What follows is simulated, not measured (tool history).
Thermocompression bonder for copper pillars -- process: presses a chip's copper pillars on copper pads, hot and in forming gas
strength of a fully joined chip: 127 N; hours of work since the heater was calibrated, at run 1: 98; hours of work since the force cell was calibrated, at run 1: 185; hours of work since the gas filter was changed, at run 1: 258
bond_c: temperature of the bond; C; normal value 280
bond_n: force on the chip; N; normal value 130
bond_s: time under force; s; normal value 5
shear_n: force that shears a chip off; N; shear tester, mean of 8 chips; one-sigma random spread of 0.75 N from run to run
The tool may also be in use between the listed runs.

run   hour  bond_c  bond_n  bond_s  hours of work since the heater was calibrated  hours of work since the force cell was calibrated  hours of work since the gas filter was changed  shear_n
  1      0     280     130       5                                             98                                                185                                             258     86.8
  2   14.1     275     130       5                                            104                                                191                                             264     84.3
  3     37     275      90       5                                            114                                                201                                             274     68.6
  4     57     275      90       5                                            123                                                209                                             282     68.7
  5   71.6     275      90       5                                            129                                                216                                             288     69.4
  6     87     275      90       5                                            135                                                222                                             295     70.5
  7  108.9     275      90       5                                            145                                                231                                             304     70.3
  8  131.1     275      90       5                                            154                                                241                                             314     69.8
  9    149     275      90       5                                            162                                                248                                             321     68.3
 10  168.1     275      90       5                                            170                                                257                                             329     68.6
 11  184.1     275      90       5                                            177                                                263                                             336     69.2
 12  201.7     275      90       5                                            184                                                271                                             344     70.2
 13  216.5     280     130       8                                            190                                                277                                             350     94.9
 14  237.5     280     130       8                                            199                                                286                                             359     95.7
 15  260.2     280     130      12                                            209                                                296                                             368    103.9
 16  283.7     280     130      12                                            219                                                306                                             378    103.1
 17  299.9     280     130      12                                            226                                                313                                             385      103
 18  319.7     280     130       8                                            234                                                321                                             394     93.7
 19  330.9     280     130       8                                            239                                                326                                             399     94.8
 20  355.7     280     130       8                                            250                                                336                                             409     94.5
 21  381.8     280     130       8                                            261                                                347                                             420     94.9
 22  398.8     280     136      10                                            268                                                355                                             427     99.7
 23  421.5     280     113       5                                            278                                                364                                             437     79.6
 24  448.9     267     130       3                                            289                                                376                                             449     66.7
 25  466.6     267     130       3                                            297                                                383                                             456       67
 26  480.6     261     139       3                                            303                                                389                                             462     65.5
 27  496.6     256     108      12                                            309                                                396                                             469     83.4
     511.3  -- forming gas filter changed
 28  515.1     257      81       5                                            317                                                404                                               2     57.3
 29  527.6     257     113       5                                            322                                                409                                               7     69.9
 30  542.2     303      82       5                                            329                                                415                                              13     83.2
 31  564.3     284     109       9                                            338                                                425                                              23     96.7
 32  577.8     272     130      10                                            344                                                431                                              28     98.7
 33  594.2     272     195       4                                            351                                                438                                              35     94.8
 34  609.4     272     195       4                                            357                                                444                                              42     94.1
 35  620.5     255     130       8                                            362                                                449                                              46     83.6
 36  644.5     255     130       8                                            372                                                459                                              57     83.9
 37  661.7     289      96       3                                            379                                                466                                              64     69.6
 38  676.7     289      96       3                                            386                                                473                                              70     69.4
 39    695     297     130       5                                            394                                                480                                              78       97
 40  717.7     251     193       6                                            403                                                490                                              88     90.9

For each entry between runs, how does the tool's hidden state at the last listed run before it compare with that at the first listed run after it?
In the gap between runs 27 and 28: forming gas filter changed (hour 511.3)
  true temperature of the bond over the reading, C: -3.3 -> -3.4; oxide that the forming gas leaves, % of the face: 5.4 -> 0.54
  measured result minus the result with no hidden state, shear_n: -5.4 -> -1.1 N
